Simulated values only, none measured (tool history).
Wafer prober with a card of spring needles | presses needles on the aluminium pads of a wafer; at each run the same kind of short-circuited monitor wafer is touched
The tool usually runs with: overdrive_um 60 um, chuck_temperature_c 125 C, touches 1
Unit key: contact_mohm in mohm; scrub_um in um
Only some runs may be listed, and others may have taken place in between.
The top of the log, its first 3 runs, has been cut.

{"hour": 27.6, "done": "tips cleaned on abrasive film"}
{"run": 4, "hour": 34.6, "overdrive_um": 60, "chuck_temperature_c": 125, "touches": 1, "contact_mohm": 313, "scrub_um": 7.13}
{"hour": 42.4, "done": "tips cleaned on abrasive film"}
{"run": 5, "hour": 49.9, "overdrive_um": 60, "chuck_temperature_c": 125, "touches": 1, "contact_mohm": 311, "scrub_um": 7.17}
{"hour": 57.6, "done": "tips cleaned on abrasive film"}
{"run": 6, "hour": 61.3, "overdrive_um": 60, "chuck_temperature_c": 125, "touches": 1, "contact_mohm": 299, "scrub_um": 7.04}
{"run": 7, "hour": 68.5, "overdrive_um": 60, "chuck_temperature_c": 125, "touches": 1, "contact_mohm": 322, "scrub_um": 7.04}
{"hour": 72.1, "done": "tips cleaned on abrasive film"}
{"run": 8, "hour": 75.4, "overdrive_um": 60, "chuck_temperature_c": 125, "touches": 1, "contact_mohm": 305, "scrub_um": 7.1}
{"hour": 87.5, "done": "tips cleaned on abrasive film"}
{"run": 9, "hour": 88.7, "overdrive_um": 60, "chuck_temperature_c": 37, "touches": 1, "contact_mohm": 263, "scrub_um": 7.06}
{"run": 10, "hour": 101.4, "overdrive_um": 70, "chuck_temperature_c": 125, "touches": 1, "contact_mohm": 305, "scrub_um": 8.21}
{"hour": 102.5, "done": "tips cleaned on abrasive film"}
{"run": 11, "hour": 116.6, "overdrive_um": 70, "chuck_temperature_c": 125, "touches": 1, "contact_mohm": 306, "scrub_um": 8.16}
{"hour": 117.5, "done": "tips cleaned on abrasive film"}
{"run": 12, "hour": 131.2, "overdrive_um": 60, "chuck_temperature_c": 60, "touches": 1, "contact_mohm": 311, "scrub_um": 7.03}
{"hour": 132.4, "done": "tips cleaned on abrasive film"}
{"run": 13, "hour": 145.0, "overdrive_um": 60, "chuck_temperature_c": 60, "touches": 1, "contact_mohm": 301, "scrub_um": 6.92}
{"hour": 147.2, "done": "tips cleaned on abrasive film"}
{"run": 14, "hour": 157.1, "overdrive_um": 60, "chuck_temperature_c": 60, "touches": 1, "contact_mohm": 306, "scrub_um": 6.96}
{"hour": 162.8, "done": "tips cleaned on abrasive film"}
{"run": 15, "hour": 164.6, "overdrive_um": 60, "chuck_temperature_c": 60, "touches": 1, "contact_mohm": 280, "scrub_um": 6.93}
{"run": 16, "hour": 173.8, "overdrive_um": 60, "chuck_temperature_c": 125, "touches": 1, "contact_mohm": 322, "scrub_um": 7.01}
{"hour": 177.8, "done": "tips cleaned on abrasive film"}
{"run": 17, "hour": 181.7, "overdrive_um": 60, "chuck_temperature_c": 125, "touches": 1, "contact_mohm": 300, "scrub_um": 6.97}
{"hour": 192.7, "done": "tips cleaned on abrasive film"}
{"run": 18, "hour": 195.1, "overdrive_um": 60, "chuck_temperature_c": 125, "touches": 1, "contact_mohm": 298, "scrub_um": 6.94}
{"run": 19, "hour": 204.1, "overdrive_um": 69, "chuck_temperature_c": 125, "touches": 1, "contact_mohm": 307, "scrub_um": 8.04}

Forecast run 20:
{"hour": 208.1, "done": "tips cleaned on abrasive film"}
{"run": 20, "hour": 214.2, "overdrive_um": 57, "chuck_temperature_c": 35, "touches": 2, "contact_mohm": "?", "scrub_um": "?"}

Run 20 measured contact_mohm 280 mohm, scrub_um 6.57 um.
With no hidden state in the tool, this same run would have given contact_mohm 237 mohm, scrub_um 6.86 um.
